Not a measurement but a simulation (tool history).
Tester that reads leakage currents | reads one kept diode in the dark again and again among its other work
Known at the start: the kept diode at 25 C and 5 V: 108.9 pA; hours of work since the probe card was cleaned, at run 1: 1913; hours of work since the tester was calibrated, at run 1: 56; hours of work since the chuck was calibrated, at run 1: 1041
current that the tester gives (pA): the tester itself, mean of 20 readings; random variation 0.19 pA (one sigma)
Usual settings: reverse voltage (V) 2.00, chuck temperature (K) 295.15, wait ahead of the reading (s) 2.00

| run | hour | reverse voltage (V) | chuck temperature (K) | wait ahead of the reading (s) | hours of work since the probe card was cleaned | hours of work since the tester was calibrated | hours of work since the chuck was calibrated | current that the tester gives (pA) |
|---|---|---|---|---|---|---|---|---|
| 1 | 0.0 | 2.00 | 295.15 | 2.00 | 1913 | 56 | 1041 | 62.47 |
| 2 | 20.7 | 2.00 | 295.15 | 1.17 | 1929 | 73 | 1057 | 63.22 |
| 3 | 38.5 | 2.00 | 295.15 | 1.17 | 1943 | 87 | 1071 | 63.12 |
| 4 | 53.0 | 2.00 | 301.15 | 2.00 | 1955 | 98 | 1083 | 96.93 |
| 5 | 77.1 | 2.00 | 301.15 | 2.00 | 1974 | 117 | 1102 | 96.59 |
| 6 | 102.7 | 2.00 | 301.15 | 2.00 | 1994 | 137 | 1122 | 96.02 |
| 7 | 124.7 | 2.00 | 295.15 | 0.50 | 2011 | 155 | 1140 | 64.24 |
| 8 | 140.1 | 2.00 | 295.15 | 2.48 | 2024 | 167 | 1152 | 62.89 |
| 9 | 155.0 | 2.00 | 329.15 | 2.00 | 2035 | 179 | 1163 | 611.16 |
| 10 | 183.5 | 2.00 | 295.15 | 2.00 | 2058 | 201 | 1186 | 63.25 |
| 11 | 204.4 | 2.00 | 295.15 | 2.00 | 2074 | 218 | 1203 | 63.00 |
| 12 | 229.7 | 2.00 | 295.15 | 2.00 | 2094 | 238 | 1223 | 62.76 |
| 13 | 255.0 | 2.00 | 295.15 | 0.32 | 2114 | 258 | 1243 | 65.36 |
| 14 | 268.8 | 2.00 | 295.15 | 4.93 | 2125 | 269 | 1254 | 62.97 |
|  | 272.8 | tester calibrated |
| 15 | 297.0 | 2.00 | 295.15 | 4.93 | 2146 | 19 | 1274 | 62.97 |
| 16 | 310.2 | 2.00 | 316.15 | 4.93 | 2157 | 30 | 1285 | 269.78 |
|  | 326.7 | tester calibrated, once more |
| 17 | 329.7 | 2.00 | 316.15 | 4.93 | 2170 | 2 | 1299 | 270.18 |
| 18 | 347.6 | 2.00 | 316.15 | 4.93 | 2185 | 17 | 1313 | 270.46 |
| 19 | 369.6 | 2.00 | 316.15 | 4.93 | 2202 | 34 | 1330 | 270.25 |
|  | 395.2 | probe card cleaned and baked |
| 20 | 396.1 | 2.00 | 316.15 | 4.93 | 1 | 53 | 1349 | 268.92 |
| 21 | 412.7 | 2.00 | 316.15 | 4.93 | 14 | 66 | 1362 | 271.22 |
| 22 | 435.7 | 1.00 | 317.15 | 8.47 | 32 | 84 | 1380 | 216.79 |
| 23 | 463.1 | 3.93 | 315.15 | 7.90 | 54 | 106 | 1402 | 333.78 |
| 24 | 479.4 | 3.93 | 315.15 | 7.90 | 67 | 118 | 1415 | 332.43 |
| 25 | 507.6 | 3.93 | 306.15 | 7.19 | 89 | 141 | 1437 | 181.77 |
| 26 | 528.6 | 7.67 | 303.15 | 0.34 | 106 | 157 | 1454 | 201.54 |
| 27 | 545.3 | 1.24 | 297.15 | 1.63 | 119 | 171 | 1467 | 59.37 |
| 28 | 573.2 | 1.24 | 297.15 | 1.63 | 141 | 193 | 1489 | 59.52 |
| 29 | 590.8 | 8.39 | 323.15 | 1.96 | 155 | 207 | 1503 | 763.91 |
| 30 | 617.5 | 1.88 | 300.15 | 9.32 | 176 | 228 | 1524 | 87.18 |
| 31 | 640.9 | 5.51 | 295.15 | 2.00 | 194 | 246 | 1542 | 95.16 |
|  | 650.9 | chuck's temperature calibrated |
| 32 | 659.9 | 2.00 | 295.15 | 1.95 | 208 | 260 | 7 | 60.38 |
| 33 | 675.9 | 2.18 | 323.15 | 5.55 | 221 | 272 | 20 | 425.29 |
| 34 | 689.0 | 2.18 | 323.15 | 5.55 | 231 | 283 | 30 | 426.04 |
| 35 | 707.3 | 2.00 | 319.15 | 2.00 | 245 | 297 | 45 | 317.94 |
| 36 | 726.6 | 4.66 | 297.15 | 9.77 | 261 | 313 | 60 | 99.03 |
| 37 | 751.1 | 1.40 | 326.15 | 9.77 | 280 | 332 | 79 | 428.25 |
| 38 | 774.5 | 11.41 | 305.15 | 0.97 | 299 | 350 | 98 | 258.43 |
| 39 | 794.0 | 11.41 | 305.15 | 0.97 | 314 | 366 | 113 | 258.81 |
| 40 | 813.7 | 11.41 | 305.15 | 0.97 | 330 | 382 | 129 | 258.88 |
| 41 | 828.3 | 13.15 | 295.15 | 2.00 | 341 | 393 | 140 | 133.88 |

How the hidden state differs across the entries between the runs, from the last listed run before each to the first after it:
Between runs 14 and 15: tester calibrated (hour 272.8)
  stray current of the dirty probe card, pA a volt: 0.829 -> 0.836; current scale over the true one, %: -0.11 -> -0.16; true chuck temperature over the reading, C: 0.32 -> 0.33
  measured less the result without the state, current that the tester gives (pA): +3.00 -> +3.01
Between runs 16 and 17: tester calibrated, once more (hour 326.7)
  stray current of the dirty probe card, pA a volt: 0.84 -> 0.846; current scale over the true one, %: -0.17 -> 0.25
  measured less the result without the state, current that the tester gives (pA): +6.94 -> +8.14
Between runs 19 and 20: probe card cleaned and baked (hour 395.2)
  stray current of the dirty probe card, pA a volt: 0.858 -> 0.021; current scale over the true one, %: 0.24 -> 0.23
  measured less the result without the state, current that the tester gives (pA): +8.34 -> +6.76
Between runs 31 and 32: chuck's temperature calibrated (hour 650.9)
  stray current of the dirty probe card, pA a volt: 0.093 -> 0.098; true chuck temperature over the reading, C: 0.42 -> -0.05
  measured less the result without the state, current that the tester gives (pA): +3.46 -> +0.03
